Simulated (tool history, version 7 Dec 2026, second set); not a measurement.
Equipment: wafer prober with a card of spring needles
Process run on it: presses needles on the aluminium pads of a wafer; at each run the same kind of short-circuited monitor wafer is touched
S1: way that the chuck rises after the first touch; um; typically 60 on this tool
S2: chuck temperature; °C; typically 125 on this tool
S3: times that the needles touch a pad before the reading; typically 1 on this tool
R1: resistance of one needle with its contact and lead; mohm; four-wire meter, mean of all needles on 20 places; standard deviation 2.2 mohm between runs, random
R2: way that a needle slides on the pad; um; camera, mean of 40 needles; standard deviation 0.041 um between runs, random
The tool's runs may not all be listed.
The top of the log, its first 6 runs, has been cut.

{"hour": 105.1, "done": "tips cleaned on abrasive film"}
{"run": 7, "hour": 118.8, "S1": 60, "S2": 125, "S3": 1, "R1": 258, "R2": 10.99}
{"run": 8, "hour": 130.8, "S1": 60, "S2": 125, "S3": 1, "R1": 263, "R2": 11.04}
{"run": 9, "hour": 145.0, "S1": 60, "S2": 125, "S3": 1, "R1": 264, "R2": 11.09}
{"hour": 147.5, "done": "tips cleaned on abrasive film"}
{"run": 10, "hour": 166.1, "S1": 58, "S2": 125, "S3": 1, "R1": 263, "R2": 10.67}
{"run": 11, "hour": 181.2, "S1": 64, "S2": 125, "S3": 1, "R1": 261, "R2": 11.77}
{"hour": 189.8, "done": "tips cleaned on abrasive film"}
{"run": 12, "hour": 207.0, "S1": 64, "S2": 125, "S3": 1, "R1": 254, "R2": 11.76}
{"run": 13, "hour": 229.4, "S1": 64, "S2": 125, "S3": 3, "R1": 249, "R2": 11.81}
{"hour": 233.5, "done": "tips cleaned on abrasive film"}
{"run": 14, "hour": 253.9, "S1": 64, "S2": 125, "S3": 3, "R1": 250, "R2": 11.75}
{"run": 15, "hour": 273.8, "S1": 50, "S2": 125, "S3": 1, "R1": 282, "R2": 9.14}
{"hour": 275.9, "done": "tips cleaned on abrasive film"}
{"run": 16, "hour": 289.7, "S1": 50, "S2": 125, "S3": 1, "R1": 269, "R2": 9.16}
{"run": 17, "hour": 308.8, "S1": 49, "S2": 125, "S3": 1, "R1": 275, "R2": 8.97}
{"hour": 310.6, "done": "height of the first contact set anew"}
{"hour": 318.4, "done": "tips cleaned on abrasive film"}
{"run": 18, "hour": 332.4, "S1": 49, "S2": 33, "S3": 1, "R1": 244, "R2": 8.9}
{"run": 19, "hour": 346.0, "S1": 49, "S2": 98, "S3": 1, "R1": 267, "R2": 8.92}
{"run": 20, "hour": 359.6, "S1": 49, "S2": 98, "S3": 1, "R1": 279, "R2": 8.87}
{"hour": 361.9, "done": "tips cleaned on abrasive film"}
{"run": 21, "hour": 380.1, "S1": 49, "S2": 98, "S3": 1, "R1": 267, "R2": 8.85}
{"run": 22, "hour": 391.2, "S1": 60, "S2": 125, "S3": 2, "R1": 254, "R2": 10.9}
{"hour": 393.8, "done": "height of the first contact set anew, once more"}
{"hour": 405.0, "done": "tips cleaned on abrasive film"}
{"run": 23, "hour": 409.0, "S1": 60, "S2": 125, "S3": 2, "R1": 244, "R2": 11.17}
{"run": 24, "hour": 428.9, "S1": 60, "S2": 125, "S3": 2, "R1": 256, "R2": 11.09}
{"run": 25, "hour": 442.1, "S1": 67, "S2": 35, "S3": 1, "R1": 241, "R2": 12.43}
{"hour": 448.9, "done": "tips cleaned on abrasive film"}
{"run": 26, "hour": 464.3, "S1": 67, "S2": 35, "S3": 1, "R1": 234, "R2": 12.31}
{"run": 27, "hour": 475.6, "S1": 42, "S2": 97, "S3": 1, "R1": 284, "R2": 7.77}

Forecast run 28:
{"run": 28, "hour": 486.7, "S1": 63, "S2": 68, "S3": 3, "R1": "?", "R2": "?"}

R1: 238 mohm
R2: 11.68 um
Were there no unlogged condition in the tool, this run, its random variation unchanged, would have produced R1 229 mohm, R2 11.71 um.
